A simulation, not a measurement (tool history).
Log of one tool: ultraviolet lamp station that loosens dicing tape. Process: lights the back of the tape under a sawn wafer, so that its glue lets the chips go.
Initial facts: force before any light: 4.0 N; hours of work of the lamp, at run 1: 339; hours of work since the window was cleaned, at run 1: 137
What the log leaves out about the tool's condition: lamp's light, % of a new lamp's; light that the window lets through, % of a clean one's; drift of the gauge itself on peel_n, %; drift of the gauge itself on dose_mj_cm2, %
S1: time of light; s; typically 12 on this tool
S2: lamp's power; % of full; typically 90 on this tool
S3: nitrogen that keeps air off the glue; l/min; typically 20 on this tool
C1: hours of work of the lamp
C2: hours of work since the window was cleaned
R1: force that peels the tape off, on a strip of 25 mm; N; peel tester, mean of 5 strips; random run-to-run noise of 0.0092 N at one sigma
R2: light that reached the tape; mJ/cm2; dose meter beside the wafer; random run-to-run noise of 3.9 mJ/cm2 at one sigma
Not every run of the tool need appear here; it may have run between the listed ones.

{"run": 1, "hour": 0.0, "S1": 12, "S2": 90, "S3": 20, "C1": 339, "C2": 137, "R1": 0.526, "R2": 559}
{"run": 2, "hour": 15.1, "S1": 12, "S2": 90, "S3": 20, "C1": 348, "C2": 146, "R1": 0.53, "R2": 549}
{"run": 3, "hour": 41.6, "S1": 12, "S2": 90, "S3": 20, "C1": 364, "C2": 162, "R1": 0.535, "R2": 559}
{"run": 4, "hour": 53.0, "S1": 12, "S2": 90, "S3": 20, "C1": 371, "C2": 168, "R1": 0.534, "R2": 552}
{"run": 5, "hour": 77.5, "S1": 12, "S2": 82, "S3": 20, "C1": 385, "C2": 183, "R1": 0.646, "R2": 498}
{"run": 6, "hour": 101.2, "S1": 12, "S2": 90, "S3": 20, "C1": 399, "C2": 197, "R1": 0.574, "R2": 541}
{"run": 7, "hour": 119.0, "S1": 24, "S2": 90, "S3": 20, "C1": 410, "C2": 207, "R1": 0.166, "R2": 1068}
{"hour": 129.2, "done": "window cleaned of glue's vapour"}
{"run": 8, "hour": 137.8, "S1": 12, "S2": 90, "S3": 20, "C1": 420, "C2": 5, "R1": 0.616, "R2": 523}
{"run": 9, "hour": 163.6, "S1": 12, "S2": 90, "S3": 20, "C1": 436, "C2": 20, "R1": 0.604, "R2": 514}
{"run": 10, "hour": 176.3, "S1": 12, "S2": 90, "S3": 15, "C1": 443, "C2": 28, "R1": 0.739, "R2": 514}
{"run": 11, "hour": 199.4, "S1": 12, "S2": 90, "S3": 15, "C1": 457, "C2": 41, "R1": 0.748, "R2": 502}
{"hour": 211.4, "done": "window cleaned of glue's vapour, once more"}
{"run": 12, "hour": 222.1, "S1": 12, "S2": 90, "S3": 15, "C1": 470, "C2": 6, "R1": 0.652, "R2": 540}
{"run": 13, "hour": 237.0, "S1": 12, "S2": 90, "S3": 15, "C1": 479, "C2": 15, "R1": 0.684, "R2": 542}
{"run": 14, "hour": 262.5, "S1": 9, "S2": 90, "S3": 20, "C1": 494, "C2": 30, "R1": 0.932, "R2": 403}
{"run": 15, "hour": 281.1, "S1": 9, "S2": 90, "S3": 20, "C1": 505, "C2": 41, "R1": 0.885, "R2": 395}
{"run": 16, "hour": 294.3, "S1": 12, "S2": 90, "S3": 9, "C1": 512, "C2": 49, "R1": 0.964, "R2": 526}
{"run": 17, "hour": 311.6, "S1": 11, "S2": 90, "S3": 20, "C1": 523, "C2": 59, "R1": 0.696, "R2": 482}
{"run": 18, "hour": 326.9, "S1": 12, "S2": 99, "S3": 20, "C1": 532, "C2": 68, "R1": 0.525, "R2": 572}
{"run": 19, "hour": 342.1, "S1": 12, "S2": 99, "S3": 20, "C1": 541, "C2": 77, "R1": 0.506, "R2": 569}
{"run": 20, "hour": 363.4, "S1": 12, "S2": 99, "S3": 20, "C1": 553, "C2": 90, "R1": 0.51, "R2": 570}
{"run": 21, "hour": 382.6, "S1": 12, "S2": 90, "S3": 20, "C1": 564, "C2": 101, "R1": 0.612, "R2": 509}
{"run": 22, "hour": 394.7, "S1": 12, "S2": 63, "S3": 9, "C1": 572, "C2": 108, "R1": 1.518, "R2": 353}
{"run": 23, "hour": 410.1, "S1": 6, "S2": 83, "S3": 20, "C1": 581, "C2": 117, "R1": 1.7, "R2": 232}
{"run": 24, "hour": 427.5, "S1": 15, "S2": 68, "S3": 24, "C1": 591, "C2": 128, "R1": 0.615, "R2": 468}
{"run": 25, "hour": 452.8, "S1": 6, "S2": 79, "S3": 8, "C1": 606, "C2": 142, "R1": 2.289, "R2": 214}
{"run": 26, "hour": 475.2, "S1": 7, "S2": 66, "S3": 20, "C1": 619, "C2": 156, "R1": 1.775, "R2": 206}
{"run": 27, "hour": 500.8, "S1": 7, "S2": 66, "S3": 20, "C1": 634, "C2": 171, "R1": 1.823, "R2": 204}
{"run": 28, "hour": 517.1, "S1": 7, "S2": 80, "S3": 36, "C1": 644, "C2": 180, "R1": 1.271, "R2": 244}

Expected results for the next run?
{"run": 29, "hour": 541.3, "S1": 7, "S2": 79, "S3": 21, "C1": 658, "C2": 195, "R1": "?", "R2": "?"}

R1: 1.523 N
R2: 242 mJ/cm2
Without the tool's hidden state the same run would have given R1 1.058 N, R2 339 mJ/cm2.
